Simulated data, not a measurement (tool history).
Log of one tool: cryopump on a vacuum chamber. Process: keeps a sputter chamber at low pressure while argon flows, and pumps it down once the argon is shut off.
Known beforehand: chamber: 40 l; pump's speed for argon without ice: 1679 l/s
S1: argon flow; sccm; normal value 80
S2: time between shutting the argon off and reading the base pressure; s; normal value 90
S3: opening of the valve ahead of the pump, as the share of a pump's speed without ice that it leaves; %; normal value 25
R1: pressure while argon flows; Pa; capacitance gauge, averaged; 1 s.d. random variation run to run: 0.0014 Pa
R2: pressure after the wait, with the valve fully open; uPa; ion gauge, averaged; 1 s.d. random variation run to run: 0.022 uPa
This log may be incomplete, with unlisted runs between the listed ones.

run    hour   S1   S2  S3      R1    R2
  1     0.0   80   90  25  0.3388  0.94
  2    33.3   80   90  25  0.3373  0.99
  3    66.7   80   40  25  0.3388  1.45
  4   120.4   80   40  25  0.3421  1.50
  5   150.8   80   40  25  0.3398  1.57
  6   191.1   80   40  25  0.3452  1.58
  7   220.9   80   40  25  0.3430  1.59
  8   257.8   80   40  25  0.3448  1.57
  9   295.2   80   40  25  0.3479  1.60
 10   350.0   80   40  25  0.3491  1.67
 11   385.9   80   40  25  0.3462  1.69
 12   421.6   80   40  25  0.3512  1.71
 13   455.1   80   90  21  0.4095  1.30
 14   494.7   80   90  25  0.3536  1.34
 15   540.8   80   90  25  0.3526  1.37
 16   571.1   50   90  25  0.2208  1.43
 17   626.7   80   28  25  0.3576  2.31
 18   656.0   80   28  25  0.3572  2.32
      673.4  -- pump warmed up, emptied and cooled again
 19   705.1  103  143  21  0.4976  1.02
 20   751.9  103  143  21  0.4976  1.10
 21   801.7   80   65  25  0.3259  1.39
 22   846.0   80   65  25  0.3260  1.42
 23   907.5   80   65  25  0.3272  1.53
 24   942.5   64  148  15  0.4348  1.21
 25   986.4   64  148  15  0.4321  1.24
 26  1033.3   64  148  47  0.1419  1.30
 27  1071.1  150   29  22  0.7046  2.26
 28  1126.1   45  109  52  0.0929  1.45
 29  1186.8   80   31  55  0.1565  2.25
 30  1221.9   80   31  55  0.1587  2.31

Branching from run 30: 4 alternative next runs. What would each branch give?
  A  1280.6  113   22  19   ?   ?
  B  1280.6   80   26  25   ?   ?
  C  1280.6  110   26  25   ?   ?
  D  1280.6   78  253  55   ?   ?

run      R1    R2
  A  0.6132  2.87
  B  0.3365  2.66
  C  0.4595  2.64
  D  0.1564  1.40
The same runs, with their run-to-run variation unchanged, on a tool lacking any hidden condition would have given:
run      R1    R2
  A  0.5945  1.74
  B  0.3231  1.53
  C  0.4412  1.52
  D  0.1434  0.30
